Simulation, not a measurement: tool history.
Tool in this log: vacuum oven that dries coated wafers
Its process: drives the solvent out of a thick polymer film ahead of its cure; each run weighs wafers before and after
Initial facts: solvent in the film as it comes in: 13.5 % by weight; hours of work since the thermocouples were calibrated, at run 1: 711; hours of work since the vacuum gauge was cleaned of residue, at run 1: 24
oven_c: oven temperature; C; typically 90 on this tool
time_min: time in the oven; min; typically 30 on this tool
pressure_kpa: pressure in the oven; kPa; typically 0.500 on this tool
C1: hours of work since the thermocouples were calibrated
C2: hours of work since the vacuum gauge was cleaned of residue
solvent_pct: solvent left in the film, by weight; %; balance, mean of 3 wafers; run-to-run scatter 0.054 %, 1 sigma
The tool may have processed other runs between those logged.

{"run": 1, "day": 0.0, "oven_c": 90, "time_min": 30, "pressure_kpa": 0.5, "C1": 711, "C2": 24, "solvent_pct": 2.15}
{"run": 2, "day": 0.25, "oven_c": 90, "time_min": 30, "pressure_kpa": 0.5, "C1": 716, "C2": 29, "solvent_pct": 1.99}
{"run": 3, "day": 0.775, "oven_c": 90, "time_min": 19, "pressure_kpa": 0.5, "C1": 726, "C2": 38, "solvent_pct": 3.54}
{"run": 4, "day": 1.246, "oven_c": 90, "time_min": 30, "pressure_kpa": 0.5, "C1": 734, "C2": 47, "solvent_pct": 2.11}
{"run": 5, "day": 1.567, "oven_c": 90, "time_min": 30, "pressure_kpa": 0.5, "C1": 740, "C2": 53, "solvent_pct": 2.09}
{"run": 6, "day": 1.821, "oven_c": 90, "time_min": 30, "pressure_kpa": 0.409, "C1": 744, "C2": 57, "solvent_pct": 1.89}
{"run": 7, "day": 2.317, "oven_c": 90, "time_min": 30, "pressure_kpa": 0.409, "C1": 753, "C2": 66, "solvent_pct": 1.89}
{"run": 8, "day": 2.683, "oven_c": 90, "time_min": 30, "pressure_kpa": 0.409, "C1": 760, "C2": 73, "solvent_pct": 1.96}
{"run": 9, "day": 3.054, "oven_c": 90, "time_min": 30, "pressure_kpa": 0.5, "C1": 767, "C2": 80, "solvent_pct": 2.01}
{"run": 10, "day": 3.375, "oven_c": 90, "time_min": 30, "pressure_kpa": 0.5, "C1": 772, "C2": 85, "solvent_pct": 2.12}
{"run": 11, "day": 3.633, "oven_c": 89, "time_min": 22, "pressure_kpa": 0.749, "C1": 777, "C2": 90, "solvent_pct": 3.44}
{"run": 12, "day": 4.146, "oven_c": 89, "time_min": 22, "pressure_kpa": 0.749, "C1": 786, "C2": 99, "solvent_pct": 3.49}
{"run": 13, "day": 4.492, "oven_c": 90, "time_min": 30, "pressure_kpa": 1.374, "C1": 793, "C2": 105, "solvent_pct": 2.9}
{"run": 14, "day": 4.95, "oven_c": 90, "time_min": 30, "pressure_kpa": 1.536, "C1": 801, "C2": 114, "solvent_pct": 3.17}
{"run": 15, "day": 5.504, "oven_c": 92, "time_min": 18, "pressure_kpa": 1.328, "C1": 811, "C2": 124, "solvent_pct": 4.04}
{"run": 16, "day": 5.967, "oven_c": 90, "time_min": 19, "pressure_kpa": 0.282, "C1": 819, "C2": 132, "solvent_pct": 3.28}
{"day": 6.5, "done": "oven's thermocouples calibrated"}
{"run": 17, "day": 6.612, "oven_c": 93, "time_min": 47, "pressure_kpa": 0.333, "C1": 2, "C2": 142, "solvent_pct": 0.56}
{"run": 18, "day": 7.162, "oven_c": 93, "time_min": 47, "pressure_kpa": 0.333, "C1": 12, "C2": 152, "solvent_pct": 0.63}
{"run": 19, "day": 7.733, "oven_c": 79, "time_min": 41, "pressure_kpa": 1.041, "C1": 22, "C2": 163, "solvent_pct": 4.09}
{"run": 20, "day": 8.192, "oven_c": 79, "time_min": 41, "pressure_kpa": 1.041, "C1": 31, "C2": 171, "solvent_pct": 3.99}

Here are 5 independent what-if runs from the current tool condition. What would each one return?
{"run": "A", "day": 8.717, "oven_c": 92, "time_min": 18, "pressure_kpa": 0.5, "C1": 40, "C2": 180, "solvent_pct": "?"}
{"run": "B", "day": 8.717, "oven_c": 97, "time_min": 30, "pressure_kpa": 0.288, "C1": 40, "C2": 180, "solvent_pct": "?"}
{"run": "C", "day": 8.717, "oven_c": 96, "time_min": 30, "pressure_kpa": 1.85, "C1": 40, "C2": 180, "solvent_pct": "?"}
{"run": "D", "day": 8.717, "oven_c": 80, "time_min": 25, "pressure_kpa": 0.568, "C1": 40, "C2": 180, "solvent_pct": "?"}
{"run": "E", "day": 8.717, "oven_c": 83, "time_min": 41, "pressure_kpa": 0.602, "C1": 40, "C2": 180, "solvent_pct": "?"}

run=A solvent_pct=3.44
run=B solvent_pct=0.93
run=C solvent_pct=2.30
run=D solvent_pct=4.94
run=E solvent_pct=2.47
With no hidden state in the tool, these same runs would have given:
run=A solvent_pct=3.43
run=B solvent_pct=0.93
run=C solvent_pct=2.30
run=D solvent_pct=4.93
run=E solvent_pct=2.47

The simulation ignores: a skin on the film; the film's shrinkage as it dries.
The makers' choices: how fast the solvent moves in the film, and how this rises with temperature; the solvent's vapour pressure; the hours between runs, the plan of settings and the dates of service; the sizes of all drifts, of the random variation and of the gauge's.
